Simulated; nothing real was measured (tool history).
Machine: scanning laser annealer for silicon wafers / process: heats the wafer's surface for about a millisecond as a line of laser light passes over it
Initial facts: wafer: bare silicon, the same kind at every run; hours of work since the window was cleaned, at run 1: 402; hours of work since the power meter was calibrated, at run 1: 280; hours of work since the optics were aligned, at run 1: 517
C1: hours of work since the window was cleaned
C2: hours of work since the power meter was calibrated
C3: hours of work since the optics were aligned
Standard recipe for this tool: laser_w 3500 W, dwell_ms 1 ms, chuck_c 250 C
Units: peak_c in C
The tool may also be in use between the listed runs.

run 1 hour=0 | laser_w=3500 dwell_ms=1 chuck_c=250 | C1=402 C2=280 C3=517 | peak_c=965
run 2 hour=4.9 | laser_w=3500 dwell_ms=1 chuck_c=250 | C1=406 C2=283 C3=521 | peak_c=966
run 3 hour=11.5 | laser_w=3500 dwell_ms=1 chuck_c=250 | C1=411 C2=289 C3=526 | peak_c=967
run 4 hour=20 | laser_w=3500 dwell_ms=1 chuck_c=250 | C1=418 C2=295 C3=532 | peak_c=966
run 5 hour=29.7 | laser_w=3500 dwell_ms=1.08 chuck_c=250 | C1=425 C2=303 C3=540 | peak_c=992
run 6 hour=36.8 | laser_w=3500 dwell_ms=1.08 chuck_c=250 | C1=431 C2=308 C3=545 | peak_c=988
run 7 hour=45.6 | laser_w=3500 dwell_ms=1 chuck_c=250 | C1=438 C2=315 C3=552 | peak_c=963
run 8 hour=54.4 | laser_w=3500 dwell_ms=1 chuck_c=250 | C1=445 C2=322 C3=559 | peak_c=964
run 9 hour=59.4 | laser_w=3500 dwell_ms=1 chuck_c=250 | C1=448 C2=326 C3=563 | peak_c=962
run 10 hour=68 | laser_w=3500 dwell_ms=1 chuck_c=278 | C1=455 C2=333 C3=570 | peak_c=992
run 11 hour=77.7 | laser_w=3500 dwell_ms=1 chuck_c=278 | C1=463 C2=340 C3=577 | peak_c=994
run 12 hour=86.6 | laser_w=3500 dwell_ms=1 chuck_c=278 | C1=470 C2=347 C3=584 | peak_c=992
run 13 hour=94.9 | laser_w=3500 dwell_ms=1 chuck_c=278 | C1=476 C2=354 C3=591 | peak_c=992
run 14 hour=100.1 | laser_w=3500 dwell_ms=1 chuck_c=252 | C1=480 C2=358 C3=595 | peak_c=965
run 15 hour=109.4 | laser_w=3500 dwell_ms=1 chuck_c=250 | C1=487 C2=365 C3=602 | peak_c=962
run 16 hour=116.2 | laser_w=3500 dwell_ms=1 chuck_c=250 | C1=493 C2=370 C3=607 | peak_c=962
run 17 hour=125.1 | laser_w=3500 dwell_ms=1 chuck_c=250 | C1=500 C2=377 C3=614 | peak_c=961
-- hour=128.6 laser's power meter calibrated
run 18 hour=134.7 | laser_w=3500 dwell_ms=1.04 chuck_c=250 | C1=505 C2=5 C3=619 | peak_c=972
run 19 hour=139.6 | laser_w=3397 dwell_ms=1.24 chuck_c=213 | C1=509 C2=9 C3=623 | peak_c=984
run 20 hour=149.5 | laser_w=3653 dwell_ms=0.93 chuck_c=250 | C1=516 C2=16 C3=631 | peak_c=960
run 21 hour=155.9 | laser_w=3653 dwell_ms=0.93 chuck_c=250 | C1=521 C2=21 C3=636 | peak_c=961
run 22 hour=160.8 | laser_w=3653 dwell_ms=0.93 chuck_c=250 | C1=525 C2=25 C3=640 | peak_c=961
run 23 hour=164.8 | laser_w=3500 dwell_ms=1 chuck_c=229 | C1=528 C2=28 C3=643 | peak_c=937
-- hour=169.4 laser's power meter calibrated, once more
run 24 hour=173.7 | laser_w=3500 dwell_ms=1 chuck_c=276 | C1=533 C2=3 C3=648 | peak_c=990
run 25 hour=180.2 | laser_w=3500 dwell_ms=1 chuck_c=252 | C1=538 C2=8 C3=653 | peak_c=962
run 26 hour=190.1 | laser_w=3500 dwell_ms=1 chuck_c=288 | C1=546 C2=16 C3=660 | peak_c=1000
run 27 hour=198.8 | laser_w=3500 dwell_ms=1 chuck_c=288 | C1=553 C2=23 C3=667 | peak_c=997
run 28 hour=203 | laser_w=3300 dwell_ms=0.83 chuck_c=231 | C1=556 C2=26 C3=670 | peak_c=843
-- hour=205.7 window over the wafer cleaned
run 29 hour=209.8 | laser_w=3242 dwell_ms=0.88 chuck_c=250 | C1=3 C2=30 C3=674 | peak_c=890
run 30 hour=217.8 | laser_w=3242 dwell_ms=0.88 chuck_c=250 | C1=9 C2=36 C3=680 | peak_c=892
run 31 hour=223.5 | laser_w=3242 dwell_ms=0.88 chuck_c=250 | C1=14 C2=41 C3=685 | peak_c=889
run 32 hour=233.3 | laser_w=3042 dwell_ms=0.88 chuck_c=251 | C1=22 C2=48 C3=692 | peak_c=854
run 33 hour=238.1 | laser_w=3070 dwell_ms=0.76 chuck_c=214 | C1=25 C2=52 C3=696 | peak_c=780
run 34 hour=245.2 | laser_w=3500 dwell_ms=0.79 chuck_c=217 | C1=31 C2=58 C3=702 | peak_c=864
run 35 hour=253 | laser_w=3500 dwell_ms=0.79 chuck_c=217 | C1=37 C2=64 C3=708 | peak_c=871

What if the next run were any one of these 4? Each begins from the tool's condition after run 35:
run A hour=262.6 | laser_w=3326 dwell_ms=0.78 chuck_c=256 | C1=44 C2=71 C3=715 | peak_c=?
run B hour=262.6 | laser_w=3217 dwell_ms=0.73 chuck_c=265 | C1=44 C2=71 C3=715 | peak_c=?
run C hour=262.6 | laser_w=3650 dwell_ms=0.9 chuck_c=213 | C1=44 C2=71 C3=715 | peak_c=?
run D hour=262.6 | laser_w=3500 dwell_ms=0.92 chuck_c=217 | C1=44 C2=71 C3=715 | peak_c=?

run=A peak_c=873
run=B peak_c=842
run=C peak_c=933
run=D peak_c=918
Without the tool's unlogged condition, the same runs would have read:
run=A peak_c=876
run=B peak_c=845
run=C peak_c=937
run=D peak_c=922
